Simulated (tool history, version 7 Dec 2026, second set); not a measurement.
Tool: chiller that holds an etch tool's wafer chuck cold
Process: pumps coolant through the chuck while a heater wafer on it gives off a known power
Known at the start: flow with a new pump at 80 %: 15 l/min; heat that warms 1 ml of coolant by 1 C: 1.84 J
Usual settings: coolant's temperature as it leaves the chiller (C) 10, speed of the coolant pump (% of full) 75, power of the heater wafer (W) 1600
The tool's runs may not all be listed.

run,hour,coolant's temperature as it leaves the chiller (C),speed of the coolant pump (% of full),power of the heater wafer (W),chuck's temperature once it has settled (C),how much warmer the coolant comes back (C)
1,0,10,75,1600,27.5,3.83
2,26.9,10,75,1600,27.5,3.81
3,50.6,10,75,1016,21.1,2.4
4,69.2,10,75,1600,27.7,3.78
5,104.2,10,75,1600,27.8,3.78
6,126.7,10,75,1600,27.7,3.78
7,150.1,10,75,1600,27.8,3.78
# hour 153.9: chiller's thermometer calibrated
8,169,10,63,1600,30.2,4.64
9,202.4,10,63,1600,30.2,4.67
# hour 210.8: chiller's thermometer calibrated, once more
10,238.4,10,63,1600,29.7,4.57
11,274.1,10,63,1600,29.7,4.61
12,304,10,63,1600,29.5,4.6
13,331.2,10,75,1450,25.8,3.48
14,349.6,4,64,1609,23.8,4.6
15,377.7,8,75,1600,25.5,3.84
16,393.8,17,73,1488,33.6,3.67
17,415.5,17,73,1072,28.9,2.65
18,436.4,17,65,1072,29.9,3.04
19,467.7,17,65,1072,29.8,2.99
20,500.8,0,75,1600,17.6,3.83
21,535.5,0,75,1600,17.5,3.8

5 ways to go on from here, each from the tool as it stands after run 21. What would each give?
A,556.6,14,75,1600,?,?
B,556.6,12,87,2282,?,?
C,556.6,13,63,1600,?,?
D,556.6,11,75,1600,?,?
E,556.6,15,84,1012,?,?

run,chuck's temperature once it has settled (C),how much warmer the coolant comes back (C)
A,31.6,3.79
B,34.5,4.56
C,32.7,4.64
D,28.6,3.79
E,25.1,2.02
Without the tool's hidden state the same runs would have given:
run,chuck's temperature once it has settled (C),how much warmer the coolant comes back (C)
A,30.6,3.73
B,33.3,4.48
C,31.6,4.57
D,27.6,3.73
E,24.5,1.98
